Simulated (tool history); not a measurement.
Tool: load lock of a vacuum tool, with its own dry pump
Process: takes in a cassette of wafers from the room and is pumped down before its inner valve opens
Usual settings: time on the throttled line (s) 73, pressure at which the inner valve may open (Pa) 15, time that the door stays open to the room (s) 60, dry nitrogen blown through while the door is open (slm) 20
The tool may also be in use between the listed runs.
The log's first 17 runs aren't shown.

| run | hour | time on the throttled line (s) | pressure at which the inner valve may open (Pa) | time that the door stays open to the room (s) | dry nitrogen blown through while the door is open (slm) | incoming humidity of the room's air, % | time from the closed door until the inner valve may open (s) | rise of the pressure with all valves shut (Pa/min) |
|---|---|---|---|---|---|---|---|---|
| 18 | 1465.9 | 73 | 16 | 60 | 20 | 41.4 | 132.8 | 0.222 |
| 19 | 1554.6 | 73 | 15 | 60 | 20 | 45.4 | 134.1 | 0.22 |
| 20 | 1646 | 108 | 11 | 60 | 6 | 47.6 | 165.9 | 0.237 |
| 21 | 1739.7 | 145 | 29 | 85 | 20 | 45.2 | 185.6 | 0.233 |
| 22 | 1820 | 98 | 15 | 106 | 20 | 42.2 | 154.6 | 0.241 |
| 23 | 1873.1 | 98 | 15 | 106 | 20 | 44 | 154.7 | 0.239 |
| 24 | 1983.3 | 136 | 15 | 106 | 13 | 47.5 | 187.8 | 0.248 |
| 25 | 2059.8 | 136 | 15 | 106 | 13 | 41.8 | 185.9 | 0.251 |
| 26 | 2169.9 | 73 | 12 | 60 | 5 | 43.7 | 138 | 0.253 |
| 27 | 2241.1 | 73 | 16 | 133 | 20 | 47.5 | 134.1 | 0.254 |
| 28 | 2350.3 | 101 | 16 | 169 | 36 | 45.3 | 157 | 0.26 |
| 29 | 2455.2 | 126 | 28 | 123 | 40 | 43.5 | 172.8 | 0.256 |
| 30 | 2556.4 | 126 | 16 | 59 | 6 | 44.7 | 176.8 | 0.263 |
| 31 | 2646.6 | 73 | 15 | 60 | 6 | 44.9 | 134.6 | 0.273 |
| 32 | 2694.6 | 73 | 26 | 45 | 20 | 43.6 | 131.2 | 0.254 |
| 33 | 2778.2 | 73 | 26 | 81 | 20 | 46 | 128.8 | 0.274 |
| 34 | 2861.7 | 121 | 15 | 60 | 20 | 47.7 | 172.9 | 0.268 |
| 35 | 2928.4 | 121 | 20 | 78 | 20 | 43.3 | 172.3 | 0.27 |
| 36 | 2993.4 | 81 | 17 | 80 | 5 | 46.2 | 140.9 | 0.286 |
| 37 | 3047 | 99 | 14 | 69 | 19 | 44 | 157.8 | 0.271 |

Forecast each of these 3 alternatives for the next run:
| A | 3099.5 | 73 | 15 | 60 | 17 | 44.9 | ? | ? |
| B | 3099.5 | 68 | 11 | 60 | 7 | 44.9 | ? | ? |
| C | 3099.5 | 91 | 14 | 31 | 21 | 42.8 | ? | ? |

| run | time from the closed door until the inner valve may open (s) | rise of the pressure with all valves shut (Pa/min) |
|---|---|---|
| A | 136 | 0.272 |
| B | 135.8 | 0.288 |
| C | 151.3 | 0.277 |
Without the tool's hidden state the same runs would have given:
| run | time from the closed door until the inner valve may open (s) | rise of the pressure with all valves shut (Pa/min) |
|---|---|---|
| A | 129 | 0.029 |
| B | 128.2 | 0.041 |
| C | 144.4 | 0.029 |
